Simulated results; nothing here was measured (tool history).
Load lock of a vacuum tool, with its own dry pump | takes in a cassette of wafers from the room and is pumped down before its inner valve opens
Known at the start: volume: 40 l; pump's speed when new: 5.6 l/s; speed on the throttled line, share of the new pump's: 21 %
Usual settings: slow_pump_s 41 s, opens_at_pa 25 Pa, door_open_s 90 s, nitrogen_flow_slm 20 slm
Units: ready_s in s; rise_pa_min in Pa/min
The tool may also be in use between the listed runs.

run	hour	slow_pump_s	opens_at_pa	door_open_s	nitrogen_flow_slm	incoming humidity of the room's air, %	ready_s	rise_pa_min
1	0.0	41	25	90	20	41.4	95.5	0.092
2	106.5	70	25	90	20	45.5	116.7	0.097
3	208.8	70	25	90	20	45.4	118.6	0.099
4	302.5	23	25	90	20	46.3	83.5	0.100
5	394.7	41	25	90	20	46.0	96.1	0.100
6	452.5	41	25	90	20	44.1	96.7	0.102
7	557.1	41	25	90	39	46.7	96.8	0.099
8	685.5	41	25	90	39	46.5	97.5	0.089
9	770.0	41	25	90	39	45.3	98.0	0.092
10	882.1	41	25	90	39	45.5	97.3	0.100
11	993.2	62	25	90	20	46.5	114.9	0.116
12	1118.6	41	25	90	12	43.6	97.6	0.115
13	1225.6	41	25	90	12	45.1	97.6	0.128
14	1321.6	41	25	90	12	39.6	98.5	0.119
15	1376.4	41	24	90	12	44.8	98.4	0.128
16	1507.3	41	24	90	12	49.4	100.2	0.136
17	1588.9	41	40	90	20	44.2	94.3	0.113
18	1692.2	41	25	90	20	46.6	99.7	0.126
19	1805.4	41	19	90	10	45.8	100.1	0.136
20	1913.9	25	19	90	8	46.3	89.5	0.142
21	1989.9	38	33	74	5	45.7	93.9	0.138
22	2058.7	51	33	32	5	46.5	105.5	0.126
23	2164.5	24	33	201	19	48.4	84.0	0.166
24	2255.1	24	33	201	19	49.0	84.5	0.168
25	2334.0	24	19	201	9	45.0	89.6	0.190
26	2412.2	23	25	191	8	47.5	87.0	0.186
27	2537.1	45	19	30	10	48.5	106.9	0.128
28	2608.0	41	21	36	5	44.1	102.6	0.129
29	2729.2	41	21	36	5	42.4	101.0	0.135
30	2847.3	41	21	36	5	42.7	102.1	0.133
31	2944.1	26	25	90	20	49.3	90.1	0.153
32	3006.0	26	38	90	6	43.2	87.0	0.165
33	3132.5	53	25	90	6	45.2	109.5	0.173
34	3234.8	53	25	90	6	41.8	111.6	0.171
35	3297.8	53	25	90	6	46.2	110.3	0.177
36	3401.2	30	34	135	6	45.3	90.1	0.198

Forecast each of these 3 alternatives for the next run:
A	3459.6	24	48	90	20	45.5	?	?
B	3459.6	34	25	91	32	45.0	?	?
C	3459.6	36	25	90	44	45.2	?	?

run	ready_s	rise_pa_min
A	83.4	0.157
B	97.4	0.149
C	98.4	0.146
Without the tool's hidden state the same runs would have given:
run	ready_s	rise_pa_min
A	73.2	0.046
B	86.7	0.034
C	87.8	0.031

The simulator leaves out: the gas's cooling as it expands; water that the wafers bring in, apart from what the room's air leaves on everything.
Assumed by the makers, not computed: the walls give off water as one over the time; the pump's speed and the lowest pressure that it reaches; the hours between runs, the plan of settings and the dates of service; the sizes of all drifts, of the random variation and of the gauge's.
